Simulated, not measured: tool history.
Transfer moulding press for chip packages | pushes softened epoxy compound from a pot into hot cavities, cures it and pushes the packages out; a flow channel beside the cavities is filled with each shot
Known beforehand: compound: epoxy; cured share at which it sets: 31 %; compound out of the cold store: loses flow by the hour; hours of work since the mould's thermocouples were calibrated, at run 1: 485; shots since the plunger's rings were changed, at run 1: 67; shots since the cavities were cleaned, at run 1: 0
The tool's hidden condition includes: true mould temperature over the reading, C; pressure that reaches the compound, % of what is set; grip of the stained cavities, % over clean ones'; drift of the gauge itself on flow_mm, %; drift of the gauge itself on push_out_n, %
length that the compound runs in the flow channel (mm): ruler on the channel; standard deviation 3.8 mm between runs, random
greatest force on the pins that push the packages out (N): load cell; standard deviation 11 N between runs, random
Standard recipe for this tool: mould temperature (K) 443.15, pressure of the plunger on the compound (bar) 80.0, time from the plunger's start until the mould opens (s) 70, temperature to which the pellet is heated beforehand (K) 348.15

run,hour,mould temperature (K),pressure of the plunger on the compound (bar),time from the plunger's start until the mould opens (s),temperature to which the pellet is heated beforehand (K),hours of work since the mould's thermocouples were calibrated,shots since the plunger's rings were changed,shots since the cavities were cleaned,incoming compound's hours out of the cold store,length that the compound runs in the flow channel (mm),greatest force on the pins that push the packages out (N)
1,0.0,443.15,80.0,70,348.15,485,67,0,23.0,948,561
2,45.6,443.15,80.0,70,348.15,512,737,670,43.2,898,1015
# hour 77.3: cavities cleaned with cleaning compound and waxed
3,83.9,443.15,80.0,70,348.15,534,1276,97,33.9,918,679
4,136.0,443.15,80.0,70,348.15,565,2040,861,38.9,888,1063
# hour 153.0: cavities cleaned with cleaning compound and waxed
5,172.8,443.15,86.3,70,348.15,586,2557,290,12.7,992,855
6,215.2,443.15,80.0,70,353.15,612,3179,912,18.5,927,1154
# hour 231.5: cavities cleaned with cleaning compound and waxed
7,253.3,443.15,80.0,70,353.15,633,3716,319,47.7,849,822
8,286.6,443.15,80.0,70,353.15,653,4203,806,47.6,837,1016
# hour 304.3: plunger's sealing rings changed
# hour 310.4: cavities cleaned with cleaning compound and waxed
9,319.4,443.15,80.0,70,348.15,670,199,131,30.1,930,687
10,370.8,443.15,80.0,70,357.15,701,953,885,27.7,926,1084
# hour 388.2: cavities cleaned with cleaning compound and waxed
11,408.4,443.15,80.0,70,357.15,723,1482,296,18.8,949,824
12,441.9,443.15,80.0,70,348.15,743,1973,787,18.9,939,1103
# hour 463.7: cavities cleaned with cleaning compound and waxed
13,492.9,443.15,80.0,70,348.15,772,2700,428,44.6,867,888
# hour 541.5: cavities cleaned with cleaning compound and waxed
14,551.4,443.15,80.0,70,348.15,806,3535,145,34.4,885,709
15,586.3,449.15,67.4,60,356.15,827,4046,656,19.7,832,973
# hour 614.2: plunger's sealing rings changed
# hour 620.3: cavities cleaned with cleaning compound and waxed
16,625.3,449.15,61.7,62,356.15,848,141,74,9.6,851,601
17,663.3,449.15,61.7,62,356.15,870,699,632,14.9,841,919
# hour 670.6: mould's thermocouples calibrated
# hour 701.4: cavities cleaned with cleaning compound and waxed
18,712.9,449.15,61.7,62,356.15,24,1375,170,32.8,785,599
19,766.9,443.15,69.0,70,350.15,57,2166,961,10.8,895,1162
# hour 777.1: cavities cleaned with cleaning compound and waxed
20,825.0,446.15,82.3,70,348.15,90,2996,702,25.5,910,896
# hour 853.9: cavities cleaned with cleaning compound and waxed
21,868.9,443.15,92.4,70,348.15,115,3617,218,41.2,932,734
22,913.3,443.15,80.0,108,338.15,142,4269,870,13.3,923,797
# hour 925.8: plunger's sealing rings changed
# hour 932.3: cavities cleaned with cleaning compound and waxed
23,973.9,443.15,94.6,70,356.15,176,684,610,32.6,1007,988
# hour 1009.6: cavities cleaned with cleaning compound and waxed
24,1033.8,443.15,94.6,70,356.15,211,1540,355,9.0,1064,857
25,1080.4,443.15,96.9,70,353.15,238,2223,1038,11.7,1054,1181
# hour 1084.8: cavities cleaned with cleaning compound and waxed
26,1109.9,435.15,96.8,74,340.15,255,2634,368,14.7,1057,1403
27,1142.9,435.15,73.1,96,349.15,275,3117,851,45.2,841,941
# hour 1162.0: cavities cleaned with cleaning compound and waxed
28,1171.9,435.15,73.1,96,349.15,291,3521,144,41.1,844,617

What if the next run were any one of these 3? Each begins from the tool's condition after run 28:
A,1219.5,448.15,90.8,96,350.15,319,4219,842,11.4,?,?
B,1219.5,444.15,80.0,57,348.15,319,4219,842,45.8,?,?
C,1219.5,435.15,73.1,100,352.15,319,4219,842,33.7,?,?

run,length that the compound runs in the flow channel (mm),greatest force on the pins that push the packages out (N)
A,984,787
B,853,1499
C,856,901
Take away the tool's hidden state, keep each run's random variation, and the runs would have read:
run,length that the compound runs in the flow channel (mm),greatest force on the pins that push the packages out (N)
A,1036,384
B,898,715
C,901,433

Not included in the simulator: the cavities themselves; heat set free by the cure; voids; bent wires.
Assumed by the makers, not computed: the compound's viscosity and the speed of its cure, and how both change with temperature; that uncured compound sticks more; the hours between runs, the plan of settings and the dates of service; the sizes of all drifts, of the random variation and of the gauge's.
